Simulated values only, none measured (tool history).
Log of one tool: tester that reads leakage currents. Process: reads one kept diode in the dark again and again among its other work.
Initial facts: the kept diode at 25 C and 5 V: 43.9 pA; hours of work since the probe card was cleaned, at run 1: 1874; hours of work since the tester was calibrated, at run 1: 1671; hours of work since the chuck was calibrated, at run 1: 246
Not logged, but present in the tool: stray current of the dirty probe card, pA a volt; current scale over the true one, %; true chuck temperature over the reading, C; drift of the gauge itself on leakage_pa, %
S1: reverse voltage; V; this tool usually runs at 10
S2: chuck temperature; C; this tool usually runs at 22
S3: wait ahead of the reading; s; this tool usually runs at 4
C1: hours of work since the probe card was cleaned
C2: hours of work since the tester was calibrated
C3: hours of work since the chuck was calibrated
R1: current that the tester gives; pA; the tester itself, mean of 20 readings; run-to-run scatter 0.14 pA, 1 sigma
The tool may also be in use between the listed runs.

run	hour	S1	S2	S3	C1	C2	C3	R1
1	0	10	22	4	1874	1671	246	44.94
2	139.4	10	22	4	1941	1737	313	44.37
3	275.4	10	22	4	2005	1802	377	44.68
4	432	10	22	4	2079	1876	451	44.16
5	518.9	10	22	4	2121	1917	493	44.05
6	643.5	10	22	7.12	2180	1976	552	43.53
7	735.3	10	22	4	2223	2020	595	44.16
8	868	10	22	4	2286	2083	658	43.86
9	954.5	10	22	4	2327	2124	699	44.14
10	1037.8	10	22	4	2367	2163	739	43.98
11	1131.5	10	25	4	2411	2208	783	55.03
12	1204.8	10	22	3.99	2446	2243	818	43.94
13	1326.9	14	22	3.99	2504	2300	876	49.2
# hour 1364.2: chuck's temperature calibrated
14	1472.2	10	22	4	2572	2368	51	44.82
15	1628.2	10	22	4	2646	2442	125	44.65
# hour 1644.8: tester calibrated
16	1745.2	10	22	4	2701	48	180	44.28
17	1899	10	22	4	2774	121	253	44.2
18	2029.7	10	22	0.77	2836	183	315	47.87
# hour 2070: tester calibrated, once more
19	2100.1	10	49	4	2868	14	347	321.47
20	2242.4	10	22	1.72	2936	82	415	46.56
21	2310.4	15.4	22	6.46	2968	114	447	52.47
22	2437.7	15.4	22	6.46	3028	174	507	52.39
# hour 2474.6: probe card cleaned and baked
23	2559.1	4.3	31	8.34	40	231	564	65.21
24	2701.1	1.8	40	1.73	107	298	631	97.89
25	2811.2	1.8	32	0.93	160	350	683	54.43
26	2963.9	1.8	32	1.23	232	423	756	54.1
27	3103	1.8	32	1.23	298	489	822	53.93
28	3202.7	2.7	56	4.78	345	536	869	331.54
# hour 3256.7: chuck's temperature calibrated
29	3352.1	2.7	56	4.78	415	606	45	337.16
30	3484.9	9.3	22	4	478	669	108	42.3
31	3601.6	2.5	36	5.71	534	724	164	81.4
32	3705	10	43	5.68	583	773	213	208.25
33	3832.2	11.5	56	2.2	643	834	273	527.62
34	3958.8	10	52	5.87	703	894	333	385.99
35	4111.9	10.4	51	5.87	776	966	406	361.34
36	4220.3	10	53	4	827	1018	457	407.5
37	4346.3	10	53	4	887	1078	517	406.53
38	4445.9	1.8	53	6.95	934	1125	564	239.23
39	4550.5	9.7	39	4	984	1175	614	152.07

Here are 3 independent what-if runs from the current tool condition. What would each one return?
A	4618	9.7	39	1.63	1016	1207	646	?
B	4618	7.8	48	1.43	1016	1207	646	?
C	4618	9.7	44	0.54	1016	1207	646	?

run	R1
A	153.87
B	269.33
C	222.92
With no hidden state in the tool, these same runs would have given:
run	R1
A	160.05
B	280.39
C	231.84

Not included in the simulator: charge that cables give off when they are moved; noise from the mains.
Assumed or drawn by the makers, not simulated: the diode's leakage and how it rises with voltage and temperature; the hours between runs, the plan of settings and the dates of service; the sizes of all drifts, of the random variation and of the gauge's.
